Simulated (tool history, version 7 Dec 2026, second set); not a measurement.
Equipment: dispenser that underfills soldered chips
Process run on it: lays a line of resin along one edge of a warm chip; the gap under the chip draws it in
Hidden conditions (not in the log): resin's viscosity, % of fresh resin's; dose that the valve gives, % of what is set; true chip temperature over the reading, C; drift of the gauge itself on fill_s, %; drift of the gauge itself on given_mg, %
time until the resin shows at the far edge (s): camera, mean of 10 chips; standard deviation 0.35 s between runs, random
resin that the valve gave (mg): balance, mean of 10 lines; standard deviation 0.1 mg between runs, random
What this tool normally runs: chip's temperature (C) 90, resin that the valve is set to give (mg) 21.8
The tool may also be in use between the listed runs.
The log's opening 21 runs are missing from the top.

| run | hour | chip's temperature (C) | resin that the valve is set to give (mg) | hours of work since the syringe was changed | hours of work since the valve was cleaned | hours of work since the stage was calibrated | time until the resin shows at the far edge (s) | resin that the valve gave (mg) |
|---|---|---|---|---|---|---|---|---|
| 22 | 80.4 | 81 | 20.8 | 8 | 26 | 127 | 50.9 | 20.3 |
|  | 82.4 | new syringe of resin |
| 23 | 85.2 | 90 | 18.6 | 2 | 29 | 130 | 22.3 | 18.16 |
| 24 | 89.8 | 90 | 18.6 | 5 | 33 | 134 | 30.3 | 18.12 |
| 25 | 92.4 | 90 | 18.6 | 7 | 34 | 135 | 35.8 | 17.91 |
|  | 95.9 | new syringe of resin |
| 26 | 95.9 | 90 | 18.6 | 0 | 37 | 138 | 20 | 17.88 |
| 27 | 100.3 | 78 | 20.1 | 3 | 40 | 141 | 37.5 | 19.38 |
| 28 | 103.2 | 78 | 20.1 | 5 | 42 | 143 | 44 | 19.28 |
| 29 | 107.1 | 103 | 21.8 | 8 | 45 | 146 | 24.3 | 20.82 |
|  | 109.4 | new syringe of resin |
| 30 | 109.6 | 103 | 21.8 | 0 | 46 | 147 | 12.5 | 20.9 |
| 31 | 112.8 | 83 | 23.1 | 2 | 49 | 150 | 28.1 | 21.99 |
| 32 | 115.3 | 90 | 19.4 | 4 | 50 | 151 | 27.2 | 18.54 |
| 33 | 118.3 | 90 | 27.3 | 6 | 53 | 154 | 30.5 | 25.77 |
| 34 | 121.8 | 92 | 22.1 | 9 | 55 | 156 | 37.5 | 20.96 |

Branching from run 34: 4 alternative next runs. What would each branch give?
|  | 123.1 | new syringe of resin |
|  | 124.5 | dispensing valve cleaned and set on the balance |
| A | 127.2 | 92 | 22.8 | 2 | 2 | 159 | ? | ? |
|  | 123.1 | new syringe of resin |
|  | 124.5 | dispensing valve cleaned and set on the balance |
| B | 127.2 | 84 | 21.8 | 2 | 2 | 159 | ? | ? |
|  | 123.1 | new syringe of resin |
|  | 124.5 | dispensing valve cleaned and set on the balance |
| C | 127.2 | 98 | 19.7 | 2 | 2 | 159 | ? | ? |
|  | 123.1 | new syringe of resin |
|  | 124.5 | dispensing valve cleaned and set on the balance |
| D | 127.2 | 91 | 22.9 | 2 | 2 | 159 | ? | ? |

| run | time until the resin shows at the far edge (s) | resin that the valve gave (mg) |
|---|---|---|
| A | 20.8 | 22.75 |
| B | 26.6 | 21.82 |
| C | 18.1 | 19.8 |
| D | 21.1 | 22.92 |
Had the tool no hidden state, the same runs would have come out as:
| run | time until the resin shows at the far edge (s) | resin that the valve gave (mg) |
|---|---|---|
| A | 17 | 22.78 |
| B | 21.7 | 21.85 |
| C | 14.8 | 19.83 |
| D | 17.2 | 22.95 |

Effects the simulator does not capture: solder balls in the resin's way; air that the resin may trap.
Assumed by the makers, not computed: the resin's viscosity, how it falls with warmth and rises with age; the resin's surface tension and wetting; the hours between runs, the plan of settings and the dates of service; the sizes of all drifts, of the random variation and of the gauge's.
